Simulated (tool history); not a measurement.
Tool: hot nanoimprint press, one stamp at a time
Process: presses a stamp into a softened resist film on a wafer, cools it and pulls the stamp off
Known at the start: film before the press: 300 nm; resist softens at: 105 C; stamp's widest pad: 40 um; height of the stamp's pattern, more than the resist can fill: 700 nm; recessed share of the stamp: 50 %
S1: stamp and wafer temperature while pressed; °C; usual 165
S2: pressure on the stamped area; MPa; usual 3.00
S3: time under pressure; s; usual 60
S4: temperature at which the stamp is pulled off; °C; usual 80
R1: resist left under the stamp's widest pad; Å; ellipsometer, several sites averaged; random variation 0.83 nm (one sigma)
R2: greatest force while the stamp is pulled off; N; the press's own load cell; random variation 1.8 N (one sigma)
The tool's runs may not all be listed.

run	hour	S1	S2	S3	S4	R1	R2
1	0.0	165	3.00	60	80	1181	153
# hour 7.0: plate thermocouple calibrated
2	20.9	165	3.00	71	80	1049	154
3	33.7	165	3.00	71	80	1052	151
4	58.5	165	3.00	71	80	1039	154
5	79.9	165	3.00	60	80	1104	155
6	101.4	165	3.00	60	80	1113	157
7	112.6	165	3.00	60	80	1116	158
8	129.9	165	3.00	60	77	1118	166
9	152.6	165	3.00	60	77	1133	166
10	164.8	165	1.92	60	77	1441	166
11	190.5	165	1.92	60	77	1426	169
12	209.0	165	2.85	60	80	1172	162
13	221.4	165	2.85	60	80	1164	159
14	246.4	165	3.43	60	72	1053	186
# hour 255.2: stamp cleaned and given a new release coat
15	275.8	176	2.91	60	67	609	188
16	292.1	176	2.91	60	67	613	189
17	319.8	176	2.37	31	67	897	192
18	332.0	171	3.00	51	75	844	175

5 ways to go on from here, each from the tool as it stands after run 18. What would each give?
A	353.8	164	3.00	60	80	?	?
B	353.8	165	3.64	60	80	?	?
C	353.8	171	3.00	51	76	?	?
D	353.8	164	3.00	91	68	?	?
E	353.8	171	3.00	69	75	?	?

run	R1	R2
A	1232	153
B	1024	155
C	864	173
D	1053	194
E	760	170
Without the tool's hidden state the same runs would have given:
run	R1	R2
A	1181	147
B	979	149
C	830	167
D	1008	187
E	730	164
